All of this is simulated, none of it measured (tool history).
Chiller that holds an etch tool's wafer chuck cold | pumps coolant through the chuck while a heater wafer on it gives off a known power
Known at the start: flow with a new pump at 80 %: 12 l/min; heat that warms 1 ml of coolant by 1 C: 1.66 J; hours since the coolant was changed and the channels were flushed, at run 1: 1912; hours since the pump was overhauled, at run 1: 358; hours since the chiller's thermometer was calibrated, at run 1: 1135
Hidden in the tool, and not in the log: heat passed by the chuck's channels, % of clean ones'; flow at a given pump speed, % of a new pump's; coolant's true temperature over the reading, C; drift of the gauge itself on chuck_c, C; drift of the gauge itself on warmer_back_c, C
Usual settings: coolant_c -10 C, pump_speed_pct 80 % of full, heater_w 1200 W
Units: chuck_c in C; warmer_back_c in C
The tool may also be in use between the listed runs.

run,hour,coolant_c,pump_speed_pct,heater_w,hours since the coolant was changed and the channels were flushed,hours since the pump was overhauled,hours since the chiller's thermometer was calibrated,chuck_c,warmer_back_c
1,0,-10,80,1200,1912,358,1135,3.2,3.59
2,61.7,-10,80,601,1974,420,1197,-3.4,1.87
3,119.4,-10,80,601,2031,477,1254,-3.4,1.86
4,155.9,-10,80,601,2068,514,1291,-3.4,1.89
5,204,-10,80,601,2116,562,1339,-3.4,1.85
6,260.3,-10,99,601,2172,618,1395,-4.3,1.47
7,310.2,-10,99,601,2222,668,1445,-4.3,1.54
8,378.1,-10,99,601,2290,736,1513,-4.4,1.55
9,423.2,-10,99,601,2335,781,1558,-4.3,1.55
10,493.2,-10,79,1200,2405,851,1628,3.2,3.81
11,531.4,-10,79,1200,2443,889,1666,3.4,3.81
12,590.5,-10,79,1200,2502,948,1725,3.2,3.78
13,666.8,-10,79,1200,2579,1025,1802,3.6,3.81
14,737.2,-10,80,1200,2649,1095,1872,3.2,3.79
15,813.9,-10,80,1200,2726,1172,1949,3.2,3.81
16,891.2,-10,85,1200,2803,1249,2026,2.5,3.62
17,965.6,-10,85,1200,2878,1323,2101,2.6,3.63
18,1003.1,-11,78,1748,2915,1361,2138,8.6,5.68
19,1079.5,-11,71,683,2991,1437,2214,-2.9,2.55
20,1114.7,-20,71,683,3027,1473,2250,-11.6,2.59
21,1160.6,-14,71,683,3073,1519,2296,-5.9,2.65
22,1197,-14,71,683,3109,1555,2332,-5.9,2.61
23,1258,-10,80,1121,3170,1616,2393,2.4,3.69
24,1338,-10,80,1121,3250,1696,2473,2.2,3.69
25,1391.7,-10,80,1121,3304,1750,2527,2.3,3.69
26,1435.2,-6,77,1121,3347,1793,2570,6.9,3.85
27,1504.4,-10,80,1145,3416,1862,2639,2.6,3.83
28,1552,-10,86,1145,3464,1910,2687,2,3.59
29,1598.6,-11,77,1795,3511,1957,2734,9.5,6.09
30,1634.4,-11,77,1795,3546,1992,2769,9.2,6.01
# hour 1715.6: gauge calibrated
31,1715.6,-4,66,619,3628,2073,2851,3.9,2.26
32,1780.2,-10,90,1200,3692,2138,2915,2.1,3.26
33,1850.6,-11,63,1279,3763,2208,2985,5.7,5

Some steps in warmer_back_c between neighbouring runs. How much of each would the tool show without its hidden state too (settings, what came in, random variation), and how much is left for the hidden state, with any gauge scatter that isn't in both results?
Run 4 -> 5: no setting changed, nothing entered. warmer_back_c -0.04 C: hidden state +0.03, all else -0.07.
Run 9 -> 10: pump_speed_pct 99 -> 79, heater_w 601 -> 1200. warmer_back_c +2.26 C: hidden state +0.03, all else +2.23.
Run 18 -> 19: pump_speed_pct 78 -> 71, heater_w 1748 -> 683. warmer_back_c -3.13 C: hidden state +0.02, all else -3.15.
Run 28 -> 29: coolant_c -10 -> -11, pump_speed_pct 86 -> 77, heater_w 1145 -> 1795. warmer_back_c +2.5 C: hidden state +0.01, all else +2.49.
Run 30 -> 31: coolant_c -11 -> -4, pump_speed_pct 77 -> 66, heater_w 1795 -> 619, gauge calibrated. warmer_back_c -3.75 C: hidden state -0.4, all else -3.35.

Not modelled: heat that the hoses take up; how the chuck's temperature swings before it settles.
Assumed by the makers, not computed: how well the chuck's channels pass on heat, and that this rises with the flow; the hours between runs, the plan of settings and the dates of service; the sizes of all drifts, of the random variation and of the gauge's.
